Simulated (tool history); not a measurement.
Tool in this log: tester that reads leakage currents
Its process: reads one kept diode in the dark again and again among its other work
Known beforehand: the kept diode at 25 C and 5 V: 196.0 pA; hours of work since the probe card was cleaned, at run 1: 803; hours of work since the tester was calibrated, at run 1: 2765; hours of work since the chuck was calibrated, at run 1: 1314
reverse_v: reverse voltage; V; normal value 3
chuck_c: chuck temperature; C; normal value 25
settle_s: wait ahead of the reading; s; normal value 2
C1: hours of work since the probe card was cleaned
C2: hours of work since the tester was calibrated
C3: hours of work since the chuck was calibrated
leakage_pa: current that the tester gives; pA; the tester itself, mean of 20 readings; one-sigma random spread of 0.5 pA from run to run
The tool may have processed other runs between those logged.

run 1 hour=0 | reverse_v=3 chuck_c=25 settle_s=2 | C1=803 C2=2765 C3=1314 | leakage_pa=184.86
run 2 hour=83.6 | reverse_v=6.24 chuck_c=25 settle_s=2 | C1=864 C2=2826 C3=1374 | leakage_pa=238.89
run 3 hour=128 | reverse_v=6.24 chuck_c=25 settle_s=2 | C1=897 C2=2859 C3=1407 | leakage_pa=239.36
run 4 hour=214.1 | reverse_v=6.24 chuck_c=25 settle_s=2 | C1=959 C2=2921 C3=1469 | leakage_pa=240.39
run 5 hour=276.9 | reverse_v=6.24 chuck_c=25 settle_s=2 | C1=1005 C2=2967 C3=1515 | leakage_pa=242.58
run 6 hour=381 | reverse_v=6.24 chuck_c=25 settle_s=2 | C1=1081 C2=3043 C3=1591 | leakage_pa=245.31
run 7 hour=445.4 | reverse_v=6.24 chuck_c=25 settle_s=2 | C1=1127 C2=3089 C3=1638 | leakage_pa=245.26
-- hour=509.6 probe card cleaned and baked
run 8 hour=558.3 | reverse_v=6.24 chuck_c=25 settle_s=2 | C1=35 C2=3169 C3=1717 | leakage_pa=235.95
-- hour=586.4 chuck's temperature calibrated
run 9 hour=658.4 | reverse_v=3 chuck_c=25 settle_s=2 | C1=107 C2=3241 C3=52 | leakage_pa=169.93
run 10 hour=760.4 | reverse_v=3 chuck_c=25 settle_s=2 | C1=181 C2=3315 C3=127 | leakage_pa=170.43
run 11 hour=837.3 | reverse_v=3 chuck_c=25 settle_s=2 | C1=237 C2=3371 C3=183 | leakage_pa=172.24
run 12 hour=932.7 | reverse_v=3 chuck_c=25 settle_s=2 | C1=306 C2=3440 C3=252 | leakage_pa=171.93
run 13 hour=1004.9 | reverse_v=3 chuck_c=25 settle_s=2 | C1=359 C2=3493 C3=304 | leakage_pa=173.65
run 14 hour=1055.2 | reverse_v=3 chuck_c=25 settle_s=2 | C1=395 C2=3529 C3=341 | leakage_pa=174.15
run 15 hour=1150.4 | reverse_v=3 chuck_c=25 settle_s=2 | C1=465 C2=3599 C3=410 | leakage_pa=175.51
run 16 hour=1197.7 | reverse_v=3 chuck_c=25 settle_s=2 | C1=499 C2=3633 C3=445 | leakage_pa=176.72
run 17 hour=1272.7 | reverse_v=3.25 chuck_c=25 settle_s=2 | C1=554 C2=3688 C3=499 | leakage_pa=182.14
run 18 hour=1351.9 | reverse_v=3.25 chuck_c=25 settle_s=2 | C1=611 C2=3745 C3=557 | leakage_pa=182.51
run 19 hour=1451.7 | reverse_v=3.25 chuck_c=25 settle_s=2 | C1=684 C2=3818 C3=629 | leakage_pa=183.63
run 20 hour=1533 | reverse_v=3.25 chuck_c=25 settle_s=2 | C1=743 C2=3877 C3=689 | leakage_pa=184.4
run 21 hour=1609 | reverse_v=14.26 chuck_c=36 settle_s=1.84 | C1=798 C2=3932 C3=744 | leakage_pa=775.79
-- hour=1631.9 tester calibrated
run 22 hour=1674.9 | reverse_v=14.26 chuck_c=36 settle_s=1.84 | C1=845 C2=31 C3=790 | leakage_pa=758.12
run 23 hour=1773 | reverse_v=14.26 chuck_c=36 settle_s=1.84 | C1=916 C2=103 C3=862 | leakage_pa=761.86
run 24 hour=1847.3 | reverse_v=14.06 chuck_c=35 settle_s=0.96 | C1=970 C2=157 C3=916 | leakage_pa=703.66
run 25 hour=1928.5 | reverse_v=3 chuck_c=29 settle_s=4.97 | C1=1029 C2=216 C3=975 | leakage_pa=254.13
run 26 hour=1981.1 | reverse_v=1.15 chuck_c=32 settle_s=7.31 | C1=1067 C2=254 C3=1013 | leakage_pa=236.86
run 27 hour=2063.9 | reverse_v=1.15 chuck_c=32 settle_s=7.31 | C1=1128 C2=314 C3=1073 | leakage_pa=239.86
-- hour=2120.4 probe card cleaned and baked
run 28 hour=2160.7 | reverse_v=1.15 chuck_c=20 settle_s=7.31 | C1=29 C2=382 C3=1141 | leakage_pa=81.52
run 29 hour=2215.4 | reverse_v=1.15 chuck_c=22 settle_s=7.31 | C1=69 C2=422 C3=1181 | leakage_pa=98.56
run 30 hour=2318.8 | reverse_v=2.01 chuck_c=21 settle_s=1.61 | C1=144 C2=498 C3=1257 | leakage_pa=108.95
run 31 hour=2407.4 | reverse_v=2.01 chuck_c=21 settle_s=1.61 | C1=209 C2=562 C3=1321 | leakage_pa=109.14
run 32 hour=2516.9 | reverse_v=3 chuck_c=27 settle_s=0.46 | C1=288 C2=642 C3=1401 | leakage_pa=214.92
run 33 hour=2578.2 | reverse_v=1.19 chuck_c=22 settle_s=2.57 | C1=333 C2=686 C3=1445 | leakage_pa=102.44
run 34 hour=2645.7 | reverse_v=2.71 chuck_c=32 settle_s=1.16 | C1=382 C2=735 C3=1494 | leakage_pa=322.79
run 35 hour=2727.1 | reverse_v=6.92 chuck_c=25 settle_s=2 | C1=441 C2=795 C3=1554 | leakage_pa=241.1
run 36 hour=2771.3 | reverse_v=6.92 chuck_c=25 settle_s=2 | C1=473 C2=827 C3=1586 | leakage_pa=241.89
run 37 hour=2854.1 | reverse_v=3 chuck_c=25 settle_s=3.55 | C1=534 C2=887 C3=1646 | leakage_pa=184.65
run 38 hour=2904.9 | reverse_v=3 chuck_c=25 settle_s=3.55 | C1=571 C2=924 C3=1683 | leakage_pa=184.8
-- hour=2983.4 chuck's temperature calibrated
run 39 hour=3012.1 | reverse_v=5.73 chuck_c=25 settle_s=2 | C1=647 C2=1000 C3=21 | leakage_pa=214

Consider 4 possible next runs. They are alternatives, not a sequence: every one starts from the tool as it was left by run 39. What does each give?
run A hour=3113.1 | reverse_v=14.79 chuck_c=25 settle_s=0.34 | C1=721 C2=1074 C3=94 | leakage_pa=?
run B hour=3113.1 | reverse_v=3 chuck_c=25 settle_s=8.91 | C1=721 C2=1074 C3=94 | leakage_pa=?
run C hour=3113.1 | reverse_v=5.73 chuck_c=46 settle_s=2 | C1=721 C2=1074 C3=94 | leakage_pa=?
run D hour=3113.1 | reverse_v=2.54 chuck_c=37 settle_s=1.27 | C1=721 C2=1074 C3=94 | leakage_pa=?

run=A leakage_pa=305.75
run=B leakage_pa=172.41
run=C leakage_pa=1222.59
run=D leakage_pa=454.76
Had the tool no hidden state, the same runs would have come out as:
run=A leakage_pa=282.4
run=B leakage_pa=165.92
run=C leakage_pa=1197.1
run=D leakage_pa=444.6
